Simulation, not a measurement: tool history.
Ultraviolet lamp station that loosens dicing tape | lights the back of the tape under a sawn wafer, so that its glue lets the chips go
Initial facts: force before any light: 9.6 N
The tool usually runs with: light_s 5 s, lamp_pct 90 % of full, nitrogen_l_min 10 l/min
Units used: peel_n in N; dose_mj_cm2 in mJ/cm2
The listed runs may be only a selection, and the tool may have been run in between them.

run,hour,light_s,lamp_pct,nitrogen_l_min,peel_n,dose_mj_cm2
1,0,5,90,10,1.119,286
2,23.5,5,82,10,1.378,260
3,33.8,5,90,10,1.127,284
4,57.3,9,90,10,0.32,503
5,69.4,9,90,10,0.322,505
6,83.5,5,71,10,1.786,218
7,99.9,5,69,10,1.914,215
8,112.2,5,69,10,1.845,211
9,123,5,69,10,1.895,208
10,143.1,5,69,10,1.957,207
11,157.7,5,69,10,1.981,215
12,180.9,5,90,10,1.239,272
# hour 183: window cleaned of glue's vapour
13,193.6,6,90,10,0.936,307
14,212,5,90,10,1.375,253
15,226.1,5,88,10,1.444,246
16,238,7,90,10,0.723,355
17,251.7,7,90,10,0.718,354
18,263.4,7,90,10,0.726,350
19,280.5,6,64,10,1.895,212
20,303.8,5,62,4,3.93,169
# hour 322.7: window cleaned of glue's vapour, once more
21,322.8,5,95,8,1.077,314
22,340,5,95,8,1.098,315
23,349.4,3,85,10,2.522,169
24,368.9,2,99,9,3.682,127
25,388.6,2,99,9,3.61,129
26,401.8,3,99,17,1.717,192
27,424.2,4,68,7,2.896,172

Estimate the outcome of run 28 from the log above:
28,442.7,4,68,7,?,?

peel_n: 2.835 N
dose_mj_cm2: 173 mJ/cm2
Take away the tool's hidden state, keep the run-to-run variation as it was, and the same run would have given peel_n 2.368 N, dose_mj_cm2 200 mJ/cm2.

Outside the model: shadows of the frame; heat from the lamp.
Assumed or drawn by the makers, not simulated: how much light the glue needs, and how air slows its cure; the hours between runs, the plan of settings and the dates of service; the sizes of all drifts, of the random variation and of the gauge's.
